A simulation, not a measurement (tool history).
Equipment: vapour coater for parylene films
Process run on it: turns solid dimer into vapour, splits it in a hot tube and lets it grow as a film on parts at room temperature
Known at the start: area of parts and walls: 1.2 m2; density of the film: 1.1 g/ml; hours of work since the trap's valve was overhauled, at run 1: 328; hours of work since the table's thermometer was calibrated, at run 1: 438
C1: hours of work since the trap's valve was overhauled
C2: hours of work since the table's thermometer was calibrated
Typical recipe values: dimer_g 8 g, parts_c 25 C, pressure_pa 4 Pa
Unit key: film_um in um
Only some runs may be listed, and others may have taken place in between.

run 1 hour=0 | dimer_g=8 parts_c=25 pressure_pa=4 | C1=328 C2=438 | film_um=2.88
run 2 hour=35.8 | dimer_g=8 parts_c=25 pressure_pa=2.03 | C1=344 C2=454 | film_um=3.18
run 3 hour=58.6 | dimer_g=8 parts_c=25 pressure_pa=2.03 | C1=355 C2=465 | film_um=3.21
run 4 hour=81.3 | dimer_g=8 parts_c=25 pressure_pa=2.03 | C1=365 C2=475 | film_um=3.19
run 5 hour=99 | dimer_g=8 parts_c=25 pressure_pa=2.03 | C1=373 C2=483 | film_um=3.19
run 6 hour=118.8 | dimer_g=8 parts_c=25 pressure_pa=4 | C1=382 C2=492 | film_um=2.88
run 7 hour=150.9 | dimer_g=8 parts_c=25 pressure_pa=4 | C1=396 C2=506 | film_um=2.88
run 8 hour=175.5 | dimer_g=8 parts_c=23 pressure_pa=2.44 | C1=407 C2=517 | film_um=3.37
run 9 hour=192.7 | dimer_g=8 parts_c=23 pressure_pa=2.44 | C1=415 C2=525 | film_um=3.32
run 10 hour=220 | dimer_g=8 parts_c=21 pressure_pa=2.83 | C1=427 C2=537 | film_um=3.56
-- hour=226.9 trap's valve overhauled
run 11 hour=249.1 | dimer_g=8 parts_c=21 pressure_pa=2.83 | C1=10 C2=548 | film_um=3.57
run 12 hour=264.8 | dimer_g=6 parts_c=28 pressure_pa=4 | C1=17 C2=555 | film_um=1.96

Predict the results of run 13:
run 13 hour=297.9 | dimer_g=6 parts_c=28 pressure_pa=4 | C1=32 C2=570 | film_um=?

film_um: 1.93 um
With the hidden condition absent and the run-to-run variation left alone, this run would have shown film_um 1.93 um.

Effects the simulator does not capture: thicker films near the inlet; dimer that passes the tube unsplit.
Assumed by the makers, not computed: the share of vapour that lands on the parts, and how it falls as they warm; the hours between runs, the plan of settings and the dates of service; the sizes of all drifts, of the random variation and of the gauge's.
